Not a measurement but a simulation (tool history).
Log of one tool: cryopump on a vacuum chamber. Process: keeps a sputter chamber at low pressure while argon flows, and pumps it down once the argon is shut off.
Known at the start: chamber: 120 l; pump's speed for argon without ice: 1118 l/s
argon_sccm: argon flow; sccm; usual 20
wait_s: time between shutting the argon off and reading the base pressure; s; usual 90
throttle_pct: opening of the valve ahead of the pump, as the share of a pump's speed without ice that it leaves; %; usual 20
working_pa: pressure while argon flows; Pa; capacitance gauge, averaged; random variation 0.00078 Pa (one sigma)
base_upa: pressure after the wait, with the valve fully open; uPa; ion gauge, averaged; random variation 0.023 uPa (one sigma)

run 1 hour=0.0 | argon_sccm=20 wait_s=90 throttle_pct=20 | working_pa=0.1595 base_upa=2.62
run 2 hour=12.8 | argon_sccm=20 wait_s=90 throttle_pct=20 | working_pa=0.1590 base_upa=2.62
run 3 hour=27.2 | argon_sccm=20 wait_s=90 throttle_pct=20 | working_pa=0.1588 base_upa=2.76
run 4 hour=46.3 | argon_sccm=20 wait_s=90 throttle_pct=20 | working_pa=0.1596 base_upa=2.83
run 5 hour=57.9 | argon_sccm=20 wait_s=90 throttle_pct=20 | working_pa=0.1595 base_upa=2.89
run 6 hour=75.0 | argon_sccm=20 wait_s=90 throttle_pct=20 | working_pa=0.1620 base_upa=2.95
run 7 hour=93.4 | argon_sccm=20 wait_s=90 throttle_pct=20 | working_pa=0.1626 base_upa=3.07
run 8 hour=105.1 | argon_sccm=20 wait_s=90 throttle_pct=20 | working_pa=0.1635 base_upa=3.17
run 9 hour=123.1 | argon_sccm=25 wait_s=90 throttle_pct=20 | working_pa=0.2034 base_upa=3.16
run 10 hour=132.7 | argon_sccm=20 wait_s=90 throttle_pct=20 | working_pa=0.1630 base_upa=3.27
run 11 hour=151.9 | argon_sccm=20 wait_s=218 throttle_pct=20 | working_pa=0.1616 base_upa=3.05
run 12 hour=171.1 | argon_sccm=20 wait_s=218 throttle_pct=20 | working_pa=0.1656 base_upa=3.27
run 13 hour=183.2 | argon_sccm=20 wait_s=218 throttle_pct=20 | working_pa=0.1658 base_upa=3.22
run 14 hour=192.7 | argon_sccm=20 wait_s=69 throttle_pct=20 | working_pa=0.1645 base_upa=3.76
run 15 hour=209.8 | argon_sccm=20 wait_s=90 throttle_pct=49 | working_pa=0.0764 base_upa=3.59
run 16 hour=226.8 | argon_sccm=20 wait_s=179 throttle_pct=49 | working_pa=0.0775 base_upa=3.48
run 17 hour=245.2 | argon_sccm=20 wait_s=90 throttle_pct=20 | working_pa=0.1667 base_upa=3.79
-- hour=256.5 pump warmed up, emptied and cooled again
run 18 hour=268.5 | argon_sccm=20 wait_s=90 throttle_pct=20 | working_pa=0.1519 base_upa=2.83
run 19 hour=280.6 | argon_sccm=11 wait_s=41 throttle_pct=18 | working_pa=0.0928 base_upa=3.42
run 20 hour=296.1 | argon_sccm=11 wait_s=41 throttle_pct=57 | working_pa=0.0304 base_upa=3.36
run 21 hour=305.2 | argon_sccm=11 wait_s=276 throttle_pct=15 | working_pa=0.1121 base_upa=2.66
run 22 hour=322.5 | argon_sccm=33 wait_s=26 throttle_pct=21 | working_pa=0.2383 base_upa=4.09
run 23 hour=335.4 | argon_sccm=8 wait_s=90 throttle_pct=20 | working_pa=0.0613 base_upa=2.90
run 24 hour=351.3 | argon_sccm=39 wait_s=90 throttle_pct=24 | working_pa=0.2495 base_upa=3.05
run 25 hour=367.0 | argon_sccm=20 wait_s=58 throttle_pct=17 | working_pa=0.1798 base_upa=3.45
run 26 hour=379.7 | argon_sccm=20 wait_s=58 throttle_pct=17 | working_pa=0.1781 base_upa=3.45
run 27 hour=393.1 | argon_sccm=14 wait_s=30 throttle_pct=17 | working_pa=0.1252 base_upa=4.08
run 28 hour=406.3 | argon_sccm=14 wait_s=30 throttle_pct=17 | working_pa=0.1262 base_upa=4.18
run 29 hour=421.8 | argon_sccm=11 wait_s=40 throttle_pct=20 | working_pa=0.0857 base_upa=3.88
run 30 hour=433.8 | argon_sccm=19 wait_s=86 throttle_pct=51 | working_pa=0.0593 base_upa=3.44
run 31 hour=450.5 | argon_sccm=28 wait_s=130 throttle_pct=34 | working_pa=0.1295 base_upa=3.31
run 32 hour=466.6 | argon_sccm=28 wait_s=130 throttle_pct=34 | working_pa=0.1305 base_upa=3.42
run 33 hour=479.3 | argon_sccm=15 wait_s=90 throttle_pct=24 | working_pa=0.0972 base_upa=3.51

Hidden state or all else? Some run-to-run changes of working_pa, split into what the settings, what came in and random variation would give without the hidden state, and what is left for the hidden state (with any gauge scatter that isn't in both results):
The hidden state here: pump's speed, % of a pump's without ice; cold plate's temperature, K; leak into the chamber, uPa l/s; drift of the gauge itself on working_pa, %; drift of the gauge itself on base_upa, %.
Run 8 -> 9: argon_sccm 20 -> 25. working_pa +0.0399 Pa: hidden state +0.0033, all else +0.0366.
Run 17 -> 18: pump warmed up, emptied and cooled again. working_pa -0.0148 Pa: hidden state -0.0150, all else +0.0002.
Run 21 -> 22: argon_sccm 11 -> 33, wait_s 276 -> 26, throttle_pct 15 -> 21. working_pa +0.1262 Pa: hidden state +0.0018, all else +0.1244.
Run 22 -> 23: argon_sccm 33 -> 8, wait_s 26 -> 90, throttle_pct 21 -> 20. working_pa -0.1770 Pa: hidden state -0.0018, all else -0.1752.
Run 23 -> 24: argon_sccm 8 -> 39, throttle_pct 20 -> 24. working_pa +0.1882 Pa: hidden state +0.0033, all else +0.1849.

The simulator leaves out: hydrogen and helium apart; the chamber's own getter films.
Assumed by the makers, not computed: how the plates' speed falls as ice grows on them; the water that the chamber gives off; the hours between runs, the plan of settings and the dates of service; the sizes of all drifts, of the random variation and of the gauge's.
